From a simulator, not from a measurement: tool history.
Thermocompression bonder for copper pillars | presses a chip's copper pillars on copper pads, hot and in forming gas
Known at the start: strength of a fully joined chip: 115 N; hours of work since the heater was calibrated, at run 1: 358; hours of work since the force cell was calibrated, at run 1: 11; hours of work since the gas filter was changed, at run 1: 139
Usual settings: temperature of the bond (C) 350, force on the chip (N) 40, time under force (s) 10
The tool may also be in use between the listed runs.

| run | day | temperature of the bond (C) | force on the chip (N) | time under force (s) | hours of work since the heater was calibrated | hours of work since the force cell was calibrated | hours of work since the gas filter was changed | force that shears a chip off (N) |
|---|---|---|---|---|---|---|---|---|
| 1 | 0.000 | 350 | 40 | 10 | 358 | 11 | 139 | 43.9 |
| 2 | 0.538 | 350 | 40 | 10 | 363 | 16 | 145 | 44.0 |
| 3 | 1.021 | 350 | 34 | 10 | 368 | 21 | 149 | 40.3 |
| 4 | 1.400 | 350 | 34 | 10 | 372 | 25 | 153 | 40.6 |
| 5 | 1.750 | 350 | 34 | 10 | 375 | 28 | 156 | 40.0 |
| 6 | 2.338 | 350 | 34 | 10 | 381 | 34 | 162 | 40.4 |
| 7 | 2.592 | 350 | 40 | 10 | 383 | 36 | 164 | 44.1 |
| 8 | 3.004 | 350 | 40 | 10 | 387 | 40 | 168 | 44.2 |
| 9 | 3.392 | 350 | 40 | 10 | 391 | 44 | 172 | 44.5 |
| 10 | 3.800 | 350 | 40 | 10 | 395 | 48 | 176 | 44.8 |
| 11 | 4.192 | 350 | 40 | 10 | 399 | 52 | 180 | 43.8 |
| 12 | 4.617 | 350 | 40 | 10 | 403 | 56 | 184 | 44.1 |
| 13 | 4.925 | 350 | 59 | 10 | 406 | 59 | 187 | 54.0 |
|  | 5.321 | forming gas filter changed |
| 14 | 5.467 | 350 | 59 | 10 | 411 | 64 | 1 | 56.2 |
| 15 | 5.850 | 326 | 25 | 13 | 415 | 67 | 5 | 31.3 |
| 16 | 6.421 | 326 | 25 | 13 | 420 | 73 | 11 | 31.0 |
| 17 | 6.888 | 326 | 25 | 13 | 425 | 77 | 15 | 31.1 |
| 18 | 7.312 | 350 | 42 | 10 | 429 | 82 | 19 | 47.2 |
| 19 | 7.675 | 329 | 38 | 20 | 432 | 85 | 23 | 48.3 |

Run 20 comes next. What will it give?
| 20 | 8.204 | 329 | 38 | 20 | 437 | 90 | 28 | ? |

force that shears a chip off (N): 48.1
Without the tool's hidden state the same run would have given force that shears a chip off (N) 46.7.

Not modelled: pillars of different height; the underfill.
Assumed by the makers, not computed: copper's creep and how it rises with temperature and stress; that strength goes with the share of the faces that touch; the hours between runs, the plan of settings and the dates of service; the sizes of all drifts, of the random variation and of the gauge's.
